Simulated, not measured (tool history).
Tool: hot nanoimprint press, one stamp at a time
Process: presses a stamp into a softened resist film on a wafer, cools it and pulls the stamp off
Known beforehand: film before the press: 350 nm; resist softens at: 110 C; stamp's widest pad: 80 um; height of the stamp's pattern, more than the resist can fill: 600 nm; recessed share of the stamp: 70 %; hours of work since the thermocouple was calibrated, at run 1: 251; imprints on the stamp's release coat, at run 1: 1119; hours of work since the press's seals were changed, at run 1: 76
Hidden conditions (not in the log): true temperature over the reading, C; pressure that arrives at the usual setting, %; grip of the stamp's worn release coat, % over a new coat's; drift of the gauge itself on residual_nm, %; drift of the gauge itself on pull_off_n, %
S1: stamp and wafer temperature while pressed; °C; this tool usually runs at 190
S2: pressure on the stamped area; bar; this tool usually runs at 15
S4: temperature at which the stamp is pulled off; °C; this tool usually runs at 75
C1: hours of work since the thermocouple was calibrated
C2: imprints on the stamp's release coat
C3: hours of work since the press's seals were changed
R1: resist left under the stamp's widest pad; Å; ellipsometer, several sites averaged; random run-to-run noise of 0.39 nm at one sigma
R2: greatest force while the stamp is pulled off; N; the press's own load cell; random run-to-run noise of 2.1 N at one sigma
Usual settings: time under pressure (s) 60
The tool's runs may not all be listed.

{"run": 1, "hour": 0.0, "S1": 190, "S2": 15, "time under pressure (s)": 60, "S4": 75, "C1": 251, "C2": 1119, "C3": 76, "R1": 1808, "R2": 85}
{"run": 2, "hour": 31.6, "S1": 194, "S2": 15, "time under pressure (s)": 60, "S4": 75, "C1": 274, "C2": 1249, "C3": 99, "R1": 1661, "R2": 92}
{"run": 3, "hour": 56.8, "S1": 190, "S2": 9.6, "time under pressure (s)": 60, "S4": 75, "C1": 292, "C2": 1352, "C3": 118, "R1": 2174, "R2": 93}
{"run": 4, "hour": 91.2, "S1": 190, "S2": 16.5, "time under pressure (s)": 60, "S4": 75, "C1": 318, "C2": 1493, "C3": 143, "R1": 1738, "R2": 95}
{"run": 5, "hour": 133.3, "S1": 190, "S2": 15, "time under pressure (s)": 60, "S4": 75, "C1": 349, "C2": 1666, "C3": 174, "R1": 1815, "R2": 96}
{"run": 6, "hour": 158.1, "S1": 190, "S2": 14.9, "time under pressure (s)": 60, "S4": 75, "C1": 367, "C2": 1768, "C3": 192, "R1": 1820, "R2": 92}
{"run": 7, "hour": 207.7, "S1": 190, "S2": 15, "time under pressure (s)": 60, "S4": 75, "C1": 403, "C2": 1971, "C3": 228, "R1": 1818, "R2": 92}
{"run": 8, "hour": 248.9, "S1": 190, "S2": 15, "time under pressure (s)": 60, "S4": 66, "C1": 433, "C2": 2141, "C3": 259, "R1": 1809, "R2": 116}
{"hour": 258.9, "done": "stamp cleaned and given a new release coat"}
{"run": 9, "hour": 306.6, "S1": 190, "S2": 18.9, "time under pressure (s)": 60, "S4": 66, "C1": 471, "C2": 196, "C3": 297, "R1": 1629, "R2": 114}
{"hour": 313.9, "done": "plate thermocouple calibrated"}
{"run": 10, "hour": 338.2, "S1": 190, "S2": 18.9, "time under pressure (s)": 60, "S4": 66, "C1": 18, "C2": 313, "C3": 318, "R1": 1632, "R2": 114}
{"run": 11, "hour": 381.6, "S1": 194, "S2": 15, "time under pressure (s)": 60, "S4": 66, "C1": 50, "C2": 491, "C3": 350, "R1": 1666, "R2": 111}
{"run": 12, "hour": 428.9, "S1": 180, "S2": 15, "time under pressure (s)": 60, "S4": 75, "C1": 84, "C2": 685, "C3": 384, "R1": 2271, "R2": 88}
{"run": 13, "hour": 480.8, "S1": 187, "S2": 15, "time under pressure (s)": 92, "S4": 75, "C1": 123, "C2": 898, "C3": 422, "R1": 1682, "R2": 94}
{"run": 14, "hour": 516.5, "S1": 185, "S2": 23.8, "time under pressure (s)": 60, "S4": 67, "C1": 149, "C2": 1045, "C3": 449, "R1": 1661, "R2": 113}
{"run": 15, "hour": 562.1, "S1": 199, "S2": 15, "time under pressure (s)": 54, "S4": 75, "C1": 182, "C2": 1232, "C3": 482, "R1": 1563, "R2": 89}
{"run": 16, "hour": 608.9, "S1": 199, "S2": 16.3, "time under pressure (s)": 80, "S4": 78, "C1": 217, "C2": 1424, "C3": 516, "R1": 1296, "R2": 84}
{"run": 17, "hour": 649.9, "S1": 199, "S2": 14.9, "time under pressure (s)": 80, "S4": 78, "C1": 247, "C2": 1592, "C3": 547, "R1": 1357, "R2": 83}
{"hour": 673.7, "done": "press's hydraulic seals changed and the load cell set to zero"}
{"run": 18, "hour": 690.6, "S1": 190, "S2": 15, "time under pressure (s)": 110, "S4": 79, "C1": 271, "C2": 1727, "C3": 12, "R1": 1472, "R2": 82}
{"run": 19, "hour": 748.1, "S1": 190, "S2": 15, "time under pressure (s)": 110, "S4": 79, "C1": 313, "C2": 1962, "C3": 55, "R1": 1476, "R2": 80}

Below are 5 alternative next runs, each starting from the tool's condition after run 19. Predict each:
{"run": "A", "hour": 792.0, "S1": 190, "S2": 19.4, "time under pressure (s)": 60, "S4": 75, "C1": 345, "C2": 2143, "C3": 87, "R1": "?", "R2": "?"}
{"run": "B", "hour": 792.0, "S1": 191, "S2": 15, "time under pressure (s)": 110, "S4": 79, "C1": 345, "C2": 2143, "C3": 87, "R1": "?", "R2": "?"}
{"run": "C", "hour": 792.0, "S1": 190, "S2": 15, "time under pressure (s)": 114, "S4": 79, "C1": 345, "C2": 2143, "C3": 87, "R1": "?", "R2": "?"}
{"run": "D", "hour": 792.0, "S1": 180, "S2": 15, "time under pressure (s)": 48, "S4": 75, "C1": 345, "C2": 2143, "C3": 87, "R1": "?", "R2": "?"}
{"run": "E", "hour": 792.0, "S1": 198, "S2": 13.1, "time under pressure (s)": 60, "S4": 63, "C1": 345, "C2": 2143, "C3": 87, "R1": "?", "R2": "?"}

run=A R1=1624 R2=90
run=B R1=1439 R2=78
run=C R1=1454 R2=81
run=D R1=2417 R2=93
run=E R1=1644 R2=123
Had the tool no hidden state, the same runs would have come out as:
run=A R1=1602 R2=89
run=B R1=1419 R2=77
run=C R1=1434 R2=80
run=D R1=2384 R2=91
run=E R1=1622 R2=121
